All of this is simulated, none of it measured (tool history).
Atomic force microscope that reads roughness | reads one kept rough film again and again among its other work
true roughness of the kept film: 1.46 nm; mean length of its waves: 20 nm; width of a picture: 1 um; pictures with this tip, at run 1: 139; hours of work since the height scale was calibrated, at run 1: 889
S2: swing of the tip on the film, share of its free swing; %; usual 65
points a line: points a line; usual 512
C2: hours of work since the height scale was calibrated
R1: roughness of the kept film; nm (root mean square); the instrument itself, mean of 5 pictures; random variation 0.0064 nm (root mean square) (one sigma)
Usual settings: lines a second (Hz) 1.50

Run 1, hour 0.0: usual settings; pictures with this tip 139; C2 889. Result: R1 1.196 nm (root mean square).
Run 2, hour 13.6: usual settings; pictures with this tip 168; C2 899. Result: R1 1.195 nm (root mean square).
Run 3, hour 42.8: usual settings but lines a second (Hz) 2.91; pictures with this tip 230; C2 919. Result: R1 1.143 nm (root mean square).
Run 4, hour 72.5: usual settings but S2 88 %; pictures with this tip 294; C2 940. Result: R1 1.058 nm (root mean square).
Run 5, hour 93.7: usual settings but S2 88 %; pictures with this tip 339; C2 955. Result: R1 1.051 nm (root mean square).
Run 6, hour 108.9: usual settings but S2 88 %; pictures with this tip 372; C2 966. Result: R1 1.041 nm (root mean square).
At hour 124.6: new tip fitted.
Run 7, hour 136.5: usual settings but lines a second (Hz) 0.57; pictures with this tip 25; C2 984. Result: R1 1.262 nm (root mean square).
Run 8, hour 154.0: usual settings but lines a second (Hz) 0.57; pictures with this tip 63; C2 997. Result: R1 1.254 nm (root mean square).
Run 9, hour 179.5: usual settings but lines a second (Hz) 0.57; pictures with this tip 117; C2 1014. Result: R1 1.229 nm (root mean square).
Run 10, hour 209.7: usual settings but lines a second (Hz) 0.57; pictures with this tip 182; C2 1036. Result: R1 1.212 nm (root mean square).
Run 11, hour 235.6: usual settings but lines a second (Hz) 0.87; pictures with this tip 237; C2 1054. Result: R1 1.190 nm (root mean square).
At hour 238.5: height scale calibrated on a step standard.
Run 12, hour 260.3: usual settings but lines a second (Hz) 0.87; pictures with this tip 288; C2 15. Result: R1 1.162 nm (root mean square).
Run 13, hour 290.0: usual settings but lines a second (Hz) 1.12; pictures with this tip 351; C2 36. Result: R1 1.130 nm (root mean square).

Forecast run 14:
Run 14, hour 307.6: usual settings but lines a second (Hz) 1.12; pictures with this tip 389; C2 48. Result: R1 ?.

{"run 14": {"R1": 1.124}}
Without the tool's hidden state the same run would have given R1 1.277 nm (root mean square).
